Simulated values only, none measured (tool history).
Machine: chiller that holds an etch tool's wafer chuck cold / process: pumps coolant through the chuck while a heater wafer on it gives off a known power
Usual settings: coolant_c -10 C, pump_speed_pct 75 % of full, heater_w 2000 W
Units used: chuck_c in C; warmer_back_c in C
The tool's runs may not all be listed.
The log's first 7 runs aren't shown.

| run | hour | coolant_c | pump_speed_pct | heater_w | chuck_c | warmer_back_c |
|---|---|---|---|---|---|---|
| 8 | 1254.4 | -10 | 94 | 2000 | 1.9 | 6.37 |
| 9 | 1423.4 | -8 | 75 | 2000 | 6.6 | 8.09 |
| 10 | 1646.7 | -2 | 75 | 2000 | 12.4 | 8.08 |
| 11 | 1872.1 | -2 | 75 | 2000 | 12.9 | 8.19 |
| 12 | 1971.8 | -2 | 79 | 2000 | 12.1 | 7.75 |
| 13 | 2162.2 | -10 | 75 | 2000 | 4.9 | 8.17 |
| 14 | 2275.5 | -10 | 75 | 2000 | 4.8 | 8.27 |
| 15 | 2409.8 | -5 | 75 | 2000 | 9.9 | 8.22 |
| 16 | 2618.8 | -15 | 75 | 2000 | 0.0 | 8.24 |
| 17 | 2775.3 | -15 | 75 | 2000 | 0.2 | 8.28 |
|  | 2791.1 | chiller's thermometer calibrated |
| 18 | 2985.0 | -15 | 67 | 1846 | 0.1 | 8.57 |
| 19 | 3105.5 | -15 | 62 | 1307 | -3.7 | 6.67 |
| 20 | 3316.9 | -15 | 62 | 1307 | -3.5 | 6.59 |
| 21 | 3465.8 | -12 | 70 | 1502 | 0.1 | 6.78 |
| 22 | 3623.0 | -6 | 95 | 1506 | 3.1 | 4.92 |
| 23 | 3739.4 | -16 | 75 | 2911 | 6.5 | 12.23 |
|  | 3796.7 | chiller's thermometer calibrated, once more |
| 24 | 3955.9 | -4 | 75 | 2911 | 19.5 | 12.22 |
| 25 | 4112.1 | -10 | 80 | 1178 | -0.8 | 4.62 |
| 26 | 4240.2 | -10 | 80 | 1178 | -0.8 | 4.65 |
| 27 | 4333.5 | -12 | 75 | 1022 | -3.7 | 4.32 |
| 28 | 4452.4 | -12 | 75 | 1022 | -3.7 | 4.32 |
| 29 | 4641.3 | -14 | 70 | 1772 | 1.5 | 8.04 |
| 30 | 4814.3 | -19 | 77 | 2673 | 2.6 | 11.08 |
| 31 | 5039.9 | -11 | 75 | 2000 | 5.6 | 8.57 |

Branching from run 31: 4 alternative next runs. What would each branch give?
| A | 5135.5 | -10 | 84 | 2661 | ? | ? |
| B | 5135.5 | -7 | 80 | 1451 | ? | ? |
| C | 5135.5 | -18 | 75 | 2244 | ? | ? |
| D | 5135.5 | -4 | 77 | 2009 | ? | ? |

| run | chuck_c | warmer_back_c |
|---|---|---|
| A | 10.4 | 10.13 |
| B | 4.4 | 5.86 |
| C | 0.7 | 9.60 |
| D | 12.4 | 8.31 |
Without the tool's unlogged condition, the same runs would have read:
| run | chuck_c | warmer_back_c |
|---|---|---|
| A | 7.3 | 9.42 |
| B | 2.8 | 5.45 |
| C | -2.1 | 8.92 |
| D | 10.0 | 7.72 |
